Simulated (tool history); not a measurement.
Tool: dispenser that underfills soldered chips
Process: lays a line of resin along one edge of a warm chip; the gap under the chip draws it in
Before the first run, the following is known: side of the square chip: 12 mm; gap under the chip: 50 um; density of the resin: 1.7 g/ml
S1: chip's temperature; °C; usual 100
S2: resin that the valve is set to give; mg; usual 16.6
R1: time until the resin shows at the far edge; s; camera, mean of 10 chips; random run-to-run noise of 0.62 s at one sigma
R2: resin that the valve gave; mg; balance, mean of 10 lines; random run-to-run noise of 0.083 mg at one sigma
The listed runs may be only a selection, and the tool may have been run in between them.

| run | hour | S1 | S2 | R1 | R2 |
|---|---|---|---|---|---|
| 1 | 0.0 | 100 | 16.6 | 68.5 | 15.68 |
| 2 | 2.9 | 100 | 19.1 | 72.5 | 18.27 |
|  | 4.3 | new syringe of resin |
| 3 | 7.8 | 100 | 19.1 | 61.5 | 18.22 |
| 4 | 13.2 | 100 | 19.1 | 74.9 | 17.99 |
|  | 14.6 | new syringe of resin |
| 5 | 17.4 | 100 | 19.1 | 59.5 | 18.06 |
| 6 | 22.8 | 100 | 19.1 | 71.8 | 18.00 |
|  | 24.9 | new syringe of resin |
| 7 | 28.1 | 89 | 16.2 | 97.7 | 15.45 |
| 8 | 32.2 | 89 | 16.2 | 111.7 | 15.23 |
|  | 35.0 | new syringe of resin |
| 9 | 35.3 | 89 | 18.0 | 84.5 | 17.00 |
| 10 | 39.0 | 86 | 16.6 | 112.2 | 15.55 |
| 11 | 43.9 | 86 | 16.6 | 134.3 | 15.49 |

Below are 5 alternative next runs, each starting from the tool's condition after run 11. Predict each:
|  | 45.2 | new syringe of resin |
| A | 47.9 | 101 | 18.9 | ? | ? |
|  | 45.2 | new syringe of resin |
| B | 47.9 | 108 | 20.0 | ? | ? |
|  | 45.2 | new syringe of resin |
| C | 47.9 | 106 | 17.0 | ? | ? |
|  | 45.2 | new syringe of resin |
| D | 47.9 | 100 | 16.6 | ? | ? |
|  | 45.2 | new syringe of resin |
| E | 47.9 | 95 | 19.4 | ? | ? |

| run | R1 | R2 |
|---|---|---|
| A | 57.3 | 17.56 |
| B | 44.8 | 18.83 |
| C | 49.2 | 15.78 |
| D | 63.1 | 15.45 |
| E | 73.1 | 18.18 |
Take away the tool's hidden state, keep each run's random variation, and the runs would have read:
| run | R1 | R2 |
|---|---|---|
| A | 50.2 | 18.78 |
| B | 39.4 | 20.14 |
| C | 42.8 | 16.87 |
| D | 54.8 | 16.52 |
| E | 64.0 | 19.44 |
